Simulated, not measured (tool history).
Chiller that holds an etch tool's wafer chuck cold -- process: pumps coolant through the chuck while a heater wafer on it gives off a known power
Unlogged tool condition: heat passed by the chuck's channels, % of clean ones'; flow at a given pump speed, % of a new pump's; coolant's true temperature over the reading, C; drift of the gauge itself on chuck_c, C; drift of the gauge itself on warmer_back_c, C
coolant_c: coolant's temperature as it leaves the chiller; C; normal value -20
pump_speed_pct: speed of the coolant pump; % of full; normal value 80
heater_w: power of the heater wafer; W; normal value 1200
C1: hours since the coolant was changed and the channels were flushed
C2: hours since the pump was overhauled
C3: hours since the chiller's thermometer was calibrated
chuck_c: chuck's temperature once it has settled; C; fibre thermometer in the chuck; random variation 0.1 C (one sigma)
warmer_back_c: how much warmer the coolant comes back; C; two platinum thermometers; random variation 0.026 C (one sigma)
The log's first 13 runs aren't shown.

run 14 hour=368.7 | coolant_c=-13 pump_speed_pct=80 heater_w=1200 | C1=935 C2=1387 C3=110 | chuck_c=-2.1 warmer_back_c=2.58
run 15 hour=391.5 | coolant_c=-20 pump_speed_pct=80 heater_w=1200 | C1=958 C2=1410 C3=133 | chuck_c=-9.1 warmer_back_c=2.59
run 16 hour=420.5 | coolant_c=-20 pump_speed_pct=80 heater_w=1310 | C1=987 C2=1439 C3=162 | chuck_c=-8.2 warmer_back_c=2.81
run 17 hour=439.8 | coolant_c=-20 pump_speed_pct=80 heater_w=1310 | C1=1006 C2=1458 C3=181 | chuck_c=-8.2 warmer_back_c=2.86
run 18 hour=456.8 | coolant_c=-20 pump_speed_pct=74 heater_w=687 | C1=1023 C2=1475 C3=198 | chuck_c=-13.4 warmer_back_c=1.61
run 19 hour=482.2 | coolant_c=-17 pump_speed_pct=80 heater_w=1200 | C1=1049 C2=1501 C3=224 | chuck_c=-5.9 warmer_back_c=2.58
run 20 hour=506.0 | coolant_c=-17 pump_speed_pct=80 heater_w=1200 | C1=1072 C2=1524 C3=247 | chuck_c=-6.1 warmer_back_c=2.56
run 21 hour=530.9 | coolant_c=-15 pump_speed_pct=67 heater_w=1248 | C1=1097 C2=1549 C3=272 | chuck_c=-1.6 warmer_back_c=3.23
run 22 hour=572.2 | coolant_c=-30 pump_speed_pct=67 heater_w=1254 | C1=1138 C2=1591 C3=313 | chuck_c=-16.5 warmer_back_c=3.31
run 23 hour=602.8 | coolant_c=-30 pump_speed_pct=67 heater_w=1254 | C1=1169 C2=1621 C3=344 | chuck_c=-16.6 warmer_back_c=3.33
run 24 hour=620.5 | coolant_c=-30 pump_speed_pct=67 heater_w=1254 | C1=1187 C2=1639 C3=362 | chuck_c=-16.7 warmer_back_c=3.26
run 25 hour=657.8 | coolant_c=-30 pump_speed_pct=67 heater_w=1254 | C1=1224 C2=1676 C3=399 | chuck_c=-16.7 warmer_back_c=3.31
run 26 hour=690.5 | coolant_c=-30 pump_speed_pct=67 heater_w=1254 | C1=1257 C2=1709 C3=432 | chuck_c=-16.5 warmer_back_c=3.26
run 27 hour=722.4 | coolant_c=-11 pump_speed_pct=80 heater_w=1274 | C1=1289 C2=1741 C3=464 | chuck_c=0.7 warmer_back_c=2.74
run 28 hour=743.1 | coolant_c=-13 pump_speed_pct=69 heater_w=1200 | C1=1309 C2=1762 C3=484 | chuck_c=-0.5 warmer_back_c=3.12
run 29 hour=765.9 | coolant_c=-13 pump_speed_pct=66 heater_w=712 | C1=1332 C2=1784 C3=507 | chuck_c=-5.3 warmer_back_c=1.91
run 30 hour=790.0 | coolant_c=-13 pump_speed_pct=66 heater_w=712 | C1=1356 C2=1808 C3=531 | chuck_c=-5.2 warmer_back_c=1.87
run 31 hour=828.1 | coolant_c=-25 pump_speed_pct=85 heater_w=1209 | C1=1394 C2=1847 C3=569 | chuck_c=-14.3 warmer_back_c=2.43
run 32 hour=863.6 | coolant_c=-20 pump_speed_pct=74 heater_w=1557 | C1=1430 C2=1882 C3=605 | chuck_c=-4.6 warmer_back_c=3.67

Here are 4 independent what-if runs from the current tool condition. What would each one return?
run A hour=894.9 | coolant_c=-20 pump_speed_pct=70 heater_w=1043 | C1=1461 C2=1913 C3=636 | chuck_c=? warmer_back_c=?
run B hour=894.9 | coolant_c=-25 pump_speed_pct=80 heater_w=776 | C1=1461 C2=1913 C3=636 | chuck_c=? warmer_back_c=?
run C hour=894.9 | coolant_c=-20 pump_speed_pct=80 heater_w=881 | C1=1461 C2=1913 C3=636 | chuck_c=? warmer_back_c=?
run D hour=894.9 | coolant_c=-20 pump_speed_pct=65 heater_w=1200 | C1=1461 C2=1913 C3=636 | chuck_c=? warmer_back_c=?

run=A chuck_c=-9.1 warmer_back_c=2.62
run=B chuck_c=-17.8 warmer_back_c=1.66
run=C chuck_c=-11.7 warmer_back_c=1.94
run=D chuck_c=-6.7 warmer_back_c=3.20
Had the tool no hidden state, the same runs would have come out as:
run=A chuck_c=-9.6 warmer_back_c=2.59
run=B chuck_c=-18.1 warmer_back_c=1.64
run=C chuck_c=-12.1 warmer_back_c=1.92
run=D chuck_c=-7.3 warmer_back_c=3.16

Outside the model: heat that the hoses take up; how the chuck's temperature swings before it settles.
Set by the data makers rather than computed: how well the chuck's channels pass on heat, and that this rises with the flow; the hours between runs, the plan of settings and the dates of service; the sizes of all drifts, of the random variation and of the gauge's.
